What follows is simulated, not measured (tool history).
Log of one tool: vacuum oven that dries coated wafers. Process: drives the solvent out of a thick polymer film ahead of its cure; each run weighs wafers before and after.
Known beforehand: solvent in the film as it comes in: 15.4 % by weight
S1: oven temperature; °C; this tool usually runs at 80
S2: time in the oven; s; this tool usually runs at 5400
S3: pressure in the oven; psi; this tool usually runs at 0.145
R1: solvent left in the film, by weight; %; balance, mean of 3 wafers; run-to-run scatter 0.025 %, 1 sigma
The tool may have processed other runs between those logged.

Run 1, day 0: usual settings. Result: R1 1.22 %.
Run 2, day 0.833: usual settings. Result: R1 1.27 %.
Run 3, day 1.317: usual settings but S2 4920 s. Result: R1 1.4 %.
Run 4, day 2.338: usual settings but S2 4920 s. Result: R1 1.42 %.
Run 5, day 3.192: usual settings but S2 3480 s. Result: R1 2.38 %.
Run 6, day 3.725: usual settings but S2 3480 s. Result: R1 2.36 %.
Run 7, day 4.633: usual settings. Result: R1 1.25 %.
Run 8, day 5.521: usual settings. Result: R1 1.23 %.
Run 9, day 6.204: usual settings. Result: R1 1.28 %.
Run 10, day 6.729: usual settings. Result: R1 1.25 %.
Run 11, day 7.183: usual settings. Result: R1 1.22 %.
Run 12, day 8.05: usual settings but S2 8040 s. Result: R1 0.79 %.
Run 13, day 8.542: usual settings but S2 8040 s. Result: R1 0.76 %.
Run 14, day 9.392: usual settings but S2 4620 s. Result: R1 1.6 %.
Run 15, day 10.317: usual settings but S2 4620 s. Result: R1 1.59 %.
Run 16, day 11.088: usual settings but S2 4620 s. Result: R1 1.59 %.
At day 11.238: vacuum gauge cleaned of residue and calibrated.
Run 17, day 12.154: usual settings but S2 4620 s. Result: R1 1.61 %.
Run 18, day 12.662: usual settings but S1 72 °C, S2 3900 s. Result: R1 3.91 %.
Run 19, day 13.108: usual settings but S1 92 °C, S3 0.099 psi. Result: R1 0.39 %.
Run 20, day 13.667: usual settings but S1 68 °C, S2 4920 s, S3 0.412 psi. Result: R1 5.4 %.
At day 13.792: vacuum gauge cleaned of residue and calibrated, once more.
Run 21, day 14.308: usual settings but S3 0.245 psi. Result: R1 1.62 %.
Run 22, day 15.008: usual settings but S3 0.245 psi. Result: R1 1.59 %.
Run 23, day 15.779: usual settings but S1 73 °C, S2 7020 s, S3 0.283 psi. Result: R1 2.32 %.
Run 24, day 16.379: usual settings but S1 73 °C, S2 7020 s, S3 0.5 psi. Result: R1 3.51 %.
Run 25, day 16.971: usual settings but S1 73 °C, S2 7020 s, S3 0.5 psi. Result: R1 3.51 %.

Run 26, settings as shown, results not yet in. Your forecast:
Run 26, day 17.433: usual settings but S2 3600 s, S3 0.203 psi. Result: R1 ?.

Run 26 produced R1 2.52 %.
Without the tool's hidden state the same run would have given R1 2.02 %.

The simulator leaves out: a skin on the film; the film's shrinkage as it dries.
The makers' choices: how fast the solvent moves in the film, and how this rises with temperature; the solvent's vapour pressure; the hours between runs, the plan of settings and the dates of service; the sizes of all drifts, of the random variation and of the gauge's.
